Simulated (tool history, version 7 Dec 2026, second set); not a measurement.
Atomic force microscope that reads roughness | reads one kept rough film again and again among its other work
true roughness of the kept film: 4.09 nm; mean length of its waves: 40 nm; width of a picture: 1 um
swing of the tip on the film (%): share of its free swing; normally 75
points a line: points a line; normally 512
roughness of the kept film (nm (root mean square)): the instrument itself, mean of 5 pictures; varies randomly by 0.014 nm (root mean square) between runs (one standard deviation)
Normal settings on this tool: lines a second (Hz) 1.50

run,hour,lines a second (Hz),swing of the tip on the film (%),points a line,roughness of the kept film (nm (root mean square))
1,0.0,1.50,75,512,3.122
2,14.3,0.55,75,512,3.291
3,41.5,0.55,75,512,3.216
4,59.5,0.55,75,766,3.187
5,76.0,0.55,75,766,3.139
# hour 77.8: new tip fitted
6,106.4,1.50,75,512,3.326
7,134.5,2.48,75,512,3.008
8,162.8,2.48,75,512,2.928
9,178.5,2.48,75,512,2.889
10,195.2,1.50,66,512,3.207
11,210.4,1.50,66,512,3.147
# hour 212.7: height scale calibrated on a step standard
12,241.7,1.50,75,512,2.946
13,263.6,1.50,75,512,2.906
# hour 270.9: new tip fitted
14,289.0,0.76,75,512,3.535
15,302.5,0.76,75,512,3.480
16,318.8,1.50,75,512,3.242
# hour 325.5: height scale calibrated on a step standard, once more
17,333.5,2.97,75,512,2.860
18,360.0,1.50,75,769,3.140
19,375.5,1.50,75,512,3.051
20,400.4,1.50,75,512,3.016
21,420.3,1.50,75,512,2.958
22,444.9,3.03,56,921,3.029
# hour 463.6: new tip fitted
23,467.2,1.50,65,782,3.541
24,484.6,0.68,79,394,3.508
25,506.9,0.68,62,409,3.567
26,532.4,1.45,75,535,3.179
27,552.3,1.50,87,341,2.868
28,570.7,2.48,69,331,2.981
29,584.8,2.55,62,563,3.072
30,608.4,2.24,67,512,2.987
31,621.9,1.50,55,722,3.237
32,643.8,2.82,75,512,2.614
# hour 655.6: new tip fitted
33,662.3,3.29,77,347,2.871
34,689.2,3.29,77,347,2.810
35,716.0,3.62,72,458,2.875
36,744.1,3.62,76,613,2.680
37,772.1,3.62,76,613,2.614
38,786.0,0.88,85,617,3.029
39,803.5,1.48,90,597,2.671
40,828.6,1.50,63,512,3.098

Results per run with the tool's hidden condition removed, run-to-run variation unchanged:
The hidden state here: radius of the tip, nm; height scale over the true one, %; drift of the gauge itself on roughness_nm, %.
run,roughness of the kept film (nm (root mean square))
1,3.402
2,3.629
3,3.624
4,3.643
5,3.636
6,3.404
7,3.156
8,3.148
9,3.147
10,3.542
11,3.519
12,3.369
13,3.378
14,3.590
15,3.578
16,3.386
17,3.053
18,3.421
19,3.366
20,3.396
21,3.387
22,3.537
23,3.551
24,3.575
25,3.713
26,3.386
27,3.106
28,3.283
29,3.425
30,3.393
31,3.718
32,3.056
33,2.890
34,2.900
35,3.034
36,2.894
37,2.894
38,3.391
39,3.028
40,3.593

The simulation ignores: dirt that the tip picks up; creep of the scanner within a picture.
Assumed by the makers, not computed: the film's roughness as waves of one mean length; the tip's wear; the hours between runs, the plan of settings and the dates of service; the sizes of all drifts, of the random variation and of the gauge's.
